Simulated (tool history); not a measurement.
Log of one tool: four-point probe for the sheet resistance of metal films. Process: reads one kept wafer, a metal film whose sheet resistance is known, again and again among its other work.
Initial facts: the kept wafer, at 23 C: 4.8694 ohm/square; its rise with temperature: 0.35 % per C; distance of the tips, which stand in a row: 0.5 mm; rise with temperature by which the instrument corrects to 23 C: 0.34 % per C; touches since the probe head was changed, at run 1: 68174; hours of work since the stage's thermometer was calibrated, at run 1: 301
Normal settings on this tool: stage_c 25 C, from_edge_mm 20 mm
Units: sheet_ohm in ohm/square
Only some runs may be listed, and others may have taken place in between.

| run | day | stage_c | from_edge_mm | touches since the probe head was changed | hours of work since the stage's thermometer was calibrated | sheet_ohm |
|---|---|---|---|---|---|---|
| 1 | 0.000 | 25 | 20 | 68174 | 301 | 4.871756 |
| 2 | 2.004 | 25 | 20 | 69188 | 320 | 4.872139 |
| 3 | 5.058 | 25 | 20 | 70732 | 350 | 4.873538 |
| 4 | 7.450 | 26 | 20 | 71942 | 373 | 4.875543 |
| 5 | 10.217 | 26 | 20 | 73341 | 400 | 4.871618 |
| 6 | 12.354 | 26 | 20 | 74421 | 421 | 4.874184 |
| 7 | 14.896 | 26 | 20 | 75706 | 446 | 4.872254 |
| 8 | 16.771 | 25 | 20 | 76655 | 464 | 4.872575 |
| 9 | 19.738 | 25 | 20 | 78156 | 493 | 4.872894 |
| 10 | 22.929 | 34 | 20 | 79769 | 524 | 4.880464 |
| 11 | 25.121 | 34 | 20 | 80878 | 546 | 4.878291 |
|  | 27.792 | new probe head fitted |
| 12 | 28.308 | 34 | 20 | 260 | 576 | 4.879305 |
| 13 | 32.004 | 25 | 8 | 2129 | 612 | 4.881894 |

Forecast run 14:
| 14 | 35.525 | 25 | 8 | 3910 | 647 | ? |

sheet_ohm: 4.881240 ohm/square
Minus the tool's unlogged condition, the same run would have read sheet_ohm 4.881258 ohm/square.

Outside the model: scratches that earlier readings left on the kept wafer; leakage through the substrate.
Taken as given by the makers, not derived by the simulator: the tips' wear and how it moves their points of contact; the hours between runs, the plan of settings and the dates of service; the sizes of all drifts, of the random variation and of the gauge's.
